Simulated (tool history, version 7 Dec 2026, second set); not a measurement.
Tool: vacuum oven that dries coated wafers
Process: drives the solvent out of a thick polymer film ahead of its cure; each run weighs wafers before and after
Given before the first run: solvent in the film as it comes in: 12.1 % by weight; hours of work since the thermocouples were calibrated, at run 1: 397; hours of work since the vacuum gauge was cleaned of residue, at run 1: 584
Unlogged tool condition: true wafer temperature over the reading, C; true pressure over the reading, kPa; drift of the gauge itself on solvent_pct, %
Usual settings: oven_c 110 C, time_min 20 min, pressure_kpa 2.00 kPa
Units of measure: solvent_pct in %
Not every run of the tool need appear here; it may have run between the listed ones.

run,hour,oven_c,time_min,pressure_kpa,hours of work since the thermocouples were calibrated,hours of work since the vacuum gauge was cleaned of residue,solvent_pct
1,0.0,110,20,2.00,397,584,3.09
2,17.3,110,20,2.00,409,597,3.09
3,39.4,110,20,2.00,424,612,3.04
4,69.1,110,20,2.00,445,633,3.04
5,87.1,110,15,2.00,457,645,3.96
6,102.9,110,15,2.00,468,656,3.94
7,123.4,110,20,2.00,483,671,3.03
8,144.7,98,20,2.00,498,686,5.41
9,157.6,108,20,2.00,507,695,3.38
10,175.0,110,10,2.00,519,707,5.28
11,190.7,110,20,2.00,530,718,3.05
12,203.3,110,20,2.00,539,727,3.03
13,216.4,110,20,2.00,548,736,3.09
14,231.1,110,20,2.00,558,746,3.03

Run 15, settings as shown, results not yet in. Your forecast:
15,252.1,110,20,3.46,573,761,?

solvent_pct: 3.57 %
Had the tool carried no hidden state, the very same run would have given solvent_pct 3.70 %.
